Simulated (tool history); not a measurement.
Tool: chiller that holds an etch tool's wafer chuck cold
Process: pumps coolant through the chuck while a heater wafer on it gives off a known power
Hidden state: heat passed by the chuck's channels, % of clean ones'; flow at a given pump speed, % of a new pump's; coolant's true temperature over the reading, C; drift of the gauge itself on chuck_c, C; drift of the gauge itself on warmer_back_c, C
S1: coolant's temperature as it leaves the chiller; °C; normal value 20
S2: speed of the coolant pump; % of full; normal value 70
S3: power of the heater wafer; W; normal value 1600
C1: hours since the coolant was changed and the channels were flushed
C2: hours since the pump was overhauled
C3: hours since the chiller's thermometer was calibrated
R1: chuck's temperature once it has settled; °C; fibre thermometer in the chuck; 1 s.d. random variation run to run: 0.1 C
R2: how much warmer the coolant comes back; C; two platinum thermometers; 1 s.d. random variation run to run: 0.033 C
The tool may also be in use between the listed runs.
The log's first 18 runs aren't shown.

run	hour	S1	S2	S3	C1	C2	C3	R1	R2
19	1601.2	20	65	1600	5375	3707	284	36.6	5.71
20	1670.4	20	65	1600	5444	3777	354	36.7	5.75
21	1753.5	23	92	1328	5527	3860	437	34.4	3.37
22	1814.3	18	89	1405	5588	3920	498	30.2	3.65
23	1900.9	16	93	1600	5674	4007	584	29.6	4.01
24	1964.5	21	87	1642	5738	4071	648	35.6	4.37
25	2079.3	12	73	2223	5853	4185	763	33.9	7.11
26	2162	12	73	2223	5935	4268	845	34	7.13
27	2277.8	12	73	2223	6051	4384	961	33.8	7.08
# hour 2341.6: coolant changed, channels flushed
28	2341.6	12	73	2223	0	4442	1019	32	7.1
29	2428.9	12	75	1244	87	4529	1106	22.9	3.88
30	2537.7	13	83	1914	196	4638	1215	28.9	5.41
31	2618.4	25	72	825	277	4718	1296	32.3	2.65

Branching from run 31: 3 alternative next runs. What would each branch give?
A	2707.9	20	66	1600	366	4808	1385	?	?
B	2707.9	20	70	1202	366	4808	1385	?	?
C	2707.9	26	73	1998	366	4808	1385	?	?

run	R1	R2
A	35.3	5.7
B	30.8	4.06
C	44	6.43
With no hidden state in the tool, these same runs would have given:
run	R1	R2
A	34.5	5.14
B	30.3	3.66
C	43	5.79
